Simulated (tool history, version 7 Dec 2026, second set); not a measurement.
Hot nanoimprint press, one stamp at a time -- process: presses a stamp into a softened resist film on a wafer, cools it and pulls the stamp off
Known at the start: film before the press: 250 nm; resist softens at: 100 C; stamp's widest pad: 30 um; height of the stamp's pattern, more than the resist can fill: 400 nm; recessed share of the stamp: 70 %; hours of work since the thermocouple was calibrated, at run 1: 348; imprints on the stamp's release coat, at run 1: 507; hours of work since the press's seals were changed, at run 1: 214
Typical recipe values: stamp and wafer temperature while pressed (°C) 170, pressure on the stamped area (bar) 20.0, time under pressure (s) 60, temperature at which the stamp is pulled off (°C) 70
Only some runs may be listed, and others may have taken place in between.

run	hour	stamp and wafer temperature while pressed (°C)	pressure on the stamped area (bar)	time under pressure (s)	temperature at which the stamp is pulled off (°C)	hours of work since the thermocouple was calibrated	imprints on the stamp's release coat	hours of work since the press's seals were changed	resist left under the stamp's widest pad (Å)	greatest force while the stamp is pulled off (N)
1	0.0	170	20.0	60	70	348	507	214	1128	133
2	22.2	170	20.0	60	70	360	558	226	1134	135
3	41.7	170	20.0	60	70	370	604	236	1138	148
4	67.8	170	20.0	60	70	383	665	249	1159	145
5	85.3	170	20.0	60	70	392	705	258	1140	142
6	112.6	170	20.0	60	70	406	769	272	1149	147
# hour 132.0: stamp cleaned and given a new release coat
7	135.5	170	20.0	60	70	415	8	281	1154	109
# hour 144.3: plate thermocouple calibrated
8	160.9	170	20.0	60	70	9	60	292	1186	112
# hour 186.1: plate thermocouple calibrated, once more
9	191.1	170	20.0	60	70	3	123	306	1081	113
10	212.3	170	20.0	60	70	13	172	317	1086	113
11	230.7	170	19.5	60	70	23	215	326	1098	120
12	257.1	170	19.5	60	73	36	277	340	1098	118
13	283.4	170	20.0	60	74	50	338	353	1094	118
14	301.5	170	20.0	60	74	59	380	363	1097	121
15	313.6	170	20.0	60	67	65	408	369	1091	139
16	335.9	170	20.0	60	67	77	460	380	1084	134
17	362.1	170	20.0	60	67	90	521	394	1098	143
18	381.1	170	15.5	85	70	100	565	403	1105	137
19	404.5	170	15.5	85	70	112	619	415	1118	137
20	432.1	174	19.3	107	61	126	683	430	789	162
21	458.1	158	29.3	35	70	139	744	443	1687	142
# hour 487.6: stamp cleaned and given a new release coat
22	489.2	170	20.8	56	70	152	4	456	1115	107
23	507.5	170	12.9	111	64	162	47	465	1119	117
24	521.2	170	27.4	30	64	169	78	472	1212	126
25	534.7	171	27.9	60	70	176	110	479	908	115

Some steps in resist left under the stamp's widest pad (Å), run to run, broken into two amounts with sign: the step expected even without the hidden condition (settings, incoming material, random variation), and the rest, left for the hidden condition together with whatever gauge scatter is not in both the measured and the hidden-condition-free result:
Hidden conditions of the tool in this case: true temperature over the reading, C; pressure that arrives at the usual setting, %; grip of the stamp's worn release coat, % over a new coat's; drift of the gauge itself on residual_nm, %; drift of the gauge itself on pull_off_n, %.
Run 7 -> 8: plate thermocouple calibrated. resist left under the stamp's widest pad (Å) +32: hidden state +35, all else -3.
Run 8 -> 9: plate thermocouple calibrated, once more. resist left under the stamp's widest pad (Å) -105: hidden state -104, all else -1.
Run 20 -> 21: stamp and wafer temperature while pressed (°C) 174 -> 158, pressure on the stamped area (bar) 19.3 -> 29.3, time under pressure (s) 107 -> 35, temperature at which the stamp is pulled off (°C) 61 -> 70. resist left under the stamp's widest pad (Å) +898: hidden state +31, all else +867.
Run 21 -> 22: stamp and wafer temperature while pressed (°C) 158 -> 170, pressure on the stamped area (bar) 29.3 -> 20.8, time under pressure (s) 35 -> 56, stamp cleaned and given a new release coat. resist left under the stamp's widest pad (Å) -572: hidden state -16, all else -556.
